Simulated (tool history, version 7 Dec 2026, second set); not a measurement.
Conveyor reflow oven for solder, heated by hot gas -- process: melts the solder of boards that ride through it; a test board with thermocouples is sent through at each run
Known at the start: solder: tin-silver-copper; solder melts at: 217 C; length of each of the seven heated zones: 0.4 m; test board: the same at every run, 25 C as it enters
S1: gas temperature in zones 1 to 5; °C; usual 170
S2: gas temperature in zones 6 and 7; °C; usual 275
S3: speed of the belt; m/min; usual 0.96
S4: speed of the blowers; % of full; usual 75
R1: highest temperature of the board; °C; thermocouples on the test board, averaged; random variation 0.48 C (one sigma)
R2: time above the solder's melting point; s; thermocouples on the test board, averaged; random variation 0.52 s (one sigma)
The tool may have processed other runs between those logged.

run 1 hour=0 | S1=170 S2=275 S3=0.96 S4=75 | R1=257 R2=39.1
run 2 hour=13.7 | S1=170 S2=275 S3=0.96 S4=83 | R1=258.3 R2=39.7
run 3 hour=31.5 | S1=170 S2=275 S3=0.96 S4=83 | R1=259.1 R2=40.1
run 4 hour=49.4 | S1=170 S2=276 S3=0.96 S4=83 | R1=259.9 R2=40.6
run 5 hour=60.3 | S1=170 S2=275 S3=0.96 S4=75 | R1=256.4 R2=38.3
run 6 hour=79.3 | S1=170 S2=275 S3=0.96 S4=75 | R1=255.8 R2=39.8
run 7 hour=95.5 | S1=170 S2=275 S3=0.96 S4=75 | R1=256.5 R2=39
run 8 hour=106.1 | S1=170 S2=275 S3=0.96 S4=75 | R1=256.2 R2=38.5
run 9 hour=116.1 | S1=170 S2=275 S3=0.96 S4=75 | R1=256.8 R2=40.1
run 10 hour=130.8 | S1=170 S2=275 S3=0.96 S4=75 | R1=256.8 R2=39.7
run 11 hour=150.8 | S1=170 S2=285 S3=0.888 S4=54 | R1=260 R2=43.3
run 12 hour=162.8 | S1=165 S2=285 S3=0.888 S4=78 | R1=266.7 R2=46.3
run 13 hour=170.9 | S1=179 S2=287 S3=1.052 S4=67 | R1=262.4 R2=38.7
run 14 hour=187.1 | S1=170 S2=287 S3=0.968 S4=75 | R1=265.3 R2=42.4
run 15 hour=200.6 | S1=170 S2=275 S3=0.949 S4=78 | R1=256.7 R2=39.9
run 16 hour=219.7 | S1=170 S2=275 S3=1.072 S4=84 | R1=254.3 R2=33.3
run 17 hour=230.9 | S1=180 S2=289 S3=1.072 S4=84 | R1=268.8 R2=41.6
run 18 hour=249.2 | S1=170 S2=275 S3=0.985 S4=56 | R1=248.4 R2=32.8
run 19 hour=267.3 | S1=170 S2=275 S3=1.008 S4=75 | R1=253.6 R2=35.6

Per-run results on a tool with no hidden state, each run keeping its own random variation:
The tool's hidden condition here consists of: heat that the gas passes to the board, % of a clean oven's; belt's true speed, % of the reading; true gas temperature in zones 6 and 7 over the reading, C; drift of the gauge itself on peak_c, C; drift of the gauge itself on liquid_s, %.
run=1 R1=257.3 R2=38.4
run=2 R1=258.6 R2=39
run=3 R1=259.6 R2=39.4
run=4 R1=260.5 R2=39.9
run=5 R1=257 R2=37.7
run=6 R1=256.4 R2=39.2
run=7 R1=257.3 R2=38.5
run=8 R1=257 R2=38
run=9 R1=257.7 R2=39.6
run=10 R1=257.8 R2=39.2
run=11 R1=260.8 R2=42.7
run=12 R1=267.9 R2=45.8
run=13 R1=263.5 R2=38.2
run=14 R1=266.7 R2=41.9
run=15 R1=258.2 R2=39.6
run=16 R1=256 R2=33.2
run=17 R1=270.6 R2=41.2
run=18 R1=249.7 R2=32.8
run=19 R1=255.4 R2=35.7
